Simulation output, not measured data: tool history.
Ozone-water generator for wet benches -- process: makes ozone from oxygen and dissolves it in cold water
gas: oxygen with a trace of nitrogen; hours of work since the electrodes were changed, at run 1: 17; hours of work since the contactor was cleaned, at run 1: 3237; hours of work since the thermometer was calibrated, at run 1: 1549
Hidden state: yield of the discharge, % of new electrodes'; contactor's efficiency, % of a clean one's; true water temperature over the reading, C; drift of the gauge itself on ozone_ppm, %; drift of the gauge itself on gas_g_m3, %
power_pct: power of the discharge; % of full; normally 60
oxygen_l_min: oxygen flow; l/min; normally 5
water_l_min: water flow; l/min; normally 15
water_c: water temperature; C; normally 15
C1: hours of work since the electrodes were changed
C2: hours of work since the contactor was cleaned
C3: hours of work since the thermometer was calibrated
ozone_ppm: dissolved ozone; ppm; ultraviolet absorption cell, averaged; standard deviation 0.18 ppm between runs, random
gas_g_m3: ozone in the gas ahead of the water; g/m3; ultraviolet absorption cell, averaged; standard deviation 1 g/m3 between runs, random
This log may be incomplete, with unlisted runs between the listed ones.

Run 1, hour 0: usual settings; C1 17; C2 3237; C3 1549. Result: ozone_ppm 23.9 ppm, gas_g_m3 173.6 g/m3.
Run 2, hour 39.2: usual settings; C1 46; C2 3265; C3 1577. Result: ozone_ppm 23.8 ppm, gas_g_m3 174.3 g/m3.
Run 3, hour 78.5: usual settings but oxygen_l_min 7.6 l/min; C1 74; C2 3294; C3 1605. Result: ozone_ppm 25 ppm, gas_g_m3 152.2 g/m3.
Run 4, hour 97.4: usual settings but oxygen_l_min 7.6 l/min; C1 88; C2 3308; C3 1619. Result: ozone_ppm 25.1 ppm, gas_g_m3 151.9 g/m3.
Run 5, hour 132.3: usual settings but oxygen_l_min 7.6 l/min; C1 113; C2 3333; C3 1644. Result: ozone_ppm 25.4 ppm, gas_g_m3 150.6 g/m3.
Run 6, hour 151.3: usual settings but oxygen_l_min 7.6 l/min; C1 127; C2 3347; C3 1658. Result: ozone_ppm 25.3 ppm, gas_g_m3 151.7 g/m3.
Run 7, hour 178.6: usual settings but oxygen_l_min 7.6 l/min; C1 147; C2 3366; C3 1678. Result: ozone_ppm 25.4 ppm, gas_g_m3 152.4 g/m3.
Run 8, hour 216.7: usual settings but oxygen_l_min 7.6 l/min; C1 174; C2 3394; C3 1706. Result: ozone_ppm 25.1 ppm, gas_g_m3 151.8 g/m3.
Run 9, hour 253.7: usual settings but oxygen_l_min 7.6 l/min; C1 201; C2 3421; C3 1732. Result: ozone_ppm 25.4 ppm, gas_g_m3 153.4 g/m3.
Run 10, hour 293.6: usual settings but oxygen_l_min 3.22 l/min, water_c 16 C; C1 230; C2 3450; C3 1761. Result: ozone_ppm 21.2 ppm, gas_g_m3 199.3 g/m3.
Run 11, hour 315.2: usual settings but oxygen_l_min 3.22 l/min, water_c 16 C; C1 246; C2 3465; C3 1777. Result: ozone_ppm 21 ppm, gas_g_m3 200.2 g/m3.
Run 12, hour 341: usual settings but power_pct 71 % of full, oxygen_l_min 8.52 l/min, water_c 12 C; C1 264; C2 3484; C3 1796. Result: ozone_ppm 29.8 ppm, gas_g_m3 161.1 g/m3.
Run 13, hour 374.3: usual settings but power_pct 71 % of full, oxygen_l_min 8.52 l/min, water_c 12 C; C1 288; C2 3508; C3 1820. Result: ozone_ppm 29.8 ppm, gas_g_m3 160.1 g/m3.

What if the next run were any one of these 5? Each begins from the tool's condition after run 13:
Run A, hour 404.6: usual settings but power_pct 84 % of full, water_l_min 22 l/min, water_c 9 C; C1 310; C2 3530; C3 1842. Result: ozone_ppm ?, gas_g_m3 ?.
Run B, hour 404.6: usual settings but oxygen_l_min 3.47 l/min, water_l_min 19 l/min; C1 310; C2 3530; C3 1842. Result: ozone_ppm ?, gas_g_m3 ?.
Run C, hour 404.6: usual settings but water_c 11 C; C1 310; C2 3530; C3 1842. Result: ozone_ppm ?, gas_g_m3 ?.
Run D, hour 404.6: usual settings but power_pct 82 % of full, oxygen_l_min 3.52 l/min, water_c 12 C; C1 310; C2 3530; C3 1842. Result: ozone_ppm ?, gas_g_m3 ?.
Run E, hour 404.6: usual settings but power_pct 65 % of full; C1 310; C2 3530; C3 1842. Result: ozone_ppm ?, gas_g_m3 ?.

run  ozone_ppm  gas_g_m3
  A         22     209.3
  B       17.3     194.3
  C       25.3     176.2
  D         27     229.9
  E         25     181.9
Had the tool no hidden state, the same runs would have come out as:
run  ozone_ppm  gas_g_m3
  A       23.4     212.3
  B       18.4     196.6
  C       26.7     178.3
  D       28.5     233.2
  E       26.3     184.2
